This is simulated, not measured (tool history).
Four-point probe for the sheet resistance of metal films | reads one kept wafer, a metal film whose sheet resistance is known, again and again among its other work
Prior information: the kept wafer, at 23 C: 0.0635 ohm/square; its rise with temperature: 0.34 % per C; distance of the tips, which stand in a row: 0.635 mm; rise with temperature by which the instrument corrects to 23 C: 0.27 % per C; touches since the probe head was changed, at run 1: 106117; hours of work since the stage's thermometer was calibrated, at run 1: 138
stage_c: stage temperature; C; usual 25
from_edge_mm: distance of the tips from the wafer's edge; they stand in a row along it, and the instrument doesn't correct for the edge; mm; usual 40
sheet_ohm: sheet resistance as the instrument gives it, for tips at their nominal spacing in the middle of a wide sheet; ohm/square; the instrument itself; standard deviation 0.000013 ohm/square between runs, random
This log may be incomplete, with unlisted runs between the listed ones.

run	hour	stage_c	from_edge_mm	touches since the probe head was changed	hours of work since the stage's thermometer was calibrated	sheet_ohm
1	0	25	40	106117	138	0.063875
2	55.3	25	40	108721	182	0.063912
3	106.5	25	40	111127	222	0.063898
4	155.2	19	40	113422	260	0.063635
5	182.9	19	40	114723	282	0.063605
6	223	19	40	116613	313	0.063627
7	279.8	19	40	119287	358	0.063647
8	308.8	19	40	120650	381	0.063647
9	366.9	25	40	123386	426	0.06396
10	412.4	25	40	125525	462	0.063947
11	442.4	25	7	126937	486	0.06424
12	469.4	25	7	128208	507	0.064253
13	500.4	25	7	129669	531	0.064281
14	528.4	25	7	130983	553	0.064275
15	579.4	33	12	133385	593	0.064457
16	639.9	25	66	136232	641	0.064022
17	675.3	23	50	137899	668	0.063949
18	709.6	19	17	139511	695	0.063797
19	750.9	21	40	141454	728	0.063863

Run 20 comes next. What will it give?
20	795.2	21	40	143541	763	?

Run 20 gave sheet_ohm 0.063887 ohm/square.
Minus the tool's unlogged condition, the same run would have read sheet_ohm 0.063427 ohm/square.
